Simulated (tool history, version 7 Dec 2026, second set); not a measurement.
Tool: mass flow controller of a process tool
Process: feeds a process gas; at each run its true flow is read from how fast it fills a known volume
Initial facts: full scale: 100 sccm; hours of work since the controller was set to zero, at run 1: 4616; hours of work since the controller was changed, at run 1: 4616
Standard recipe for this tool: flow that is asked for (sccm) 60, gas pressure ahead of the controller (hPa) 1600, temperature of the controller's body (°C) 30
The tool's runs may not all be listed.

| run | hour | flow that is asked for (sccm) | gas pressure ahead of the controller (hPa) | temperature of the controller's body (°C) | hours of work since the controller was set to zero | hours of work since the controller was changed | true flow (%) |
|---|---|---|---|---|---|---|---|
| 1 | 0.0 | 60 | 1600 | 30 | 4616 | 4616 | 102.53 |
| 2 | 123.8 | 60 | 1600 | 30 | 4708 | 4708 | 102.57 |
| 3 | 208.8 | 29 | 1600 | 30 | 4771 | 4771 | 101.71 |
| 4 | 310.1 | 29 | 1600 | 30 | 4846 | 4846 | 101.78 |
| 5 | 443.3 | 61 | 1600 | 30 | 4945 | 4945 | 102.69 |
| 6 | 545.5 | 60 | 2390 | 30 | 5021 | 5021 | 102.41 |
| 7 | 644.3 | 60 | 2390 | 30 | 5094 | 5094 | 102.28 |

For run 8, what comes out?
| 8 | 741.2 | 14 | 2140 | 22 | 5166 | 5166 | ? |

Run 8 came out at true flow (%) 101.20.
Were there no unlogged condition in the tool, this run, its random variation unchanged, would have produced true flow (%) 99.04.

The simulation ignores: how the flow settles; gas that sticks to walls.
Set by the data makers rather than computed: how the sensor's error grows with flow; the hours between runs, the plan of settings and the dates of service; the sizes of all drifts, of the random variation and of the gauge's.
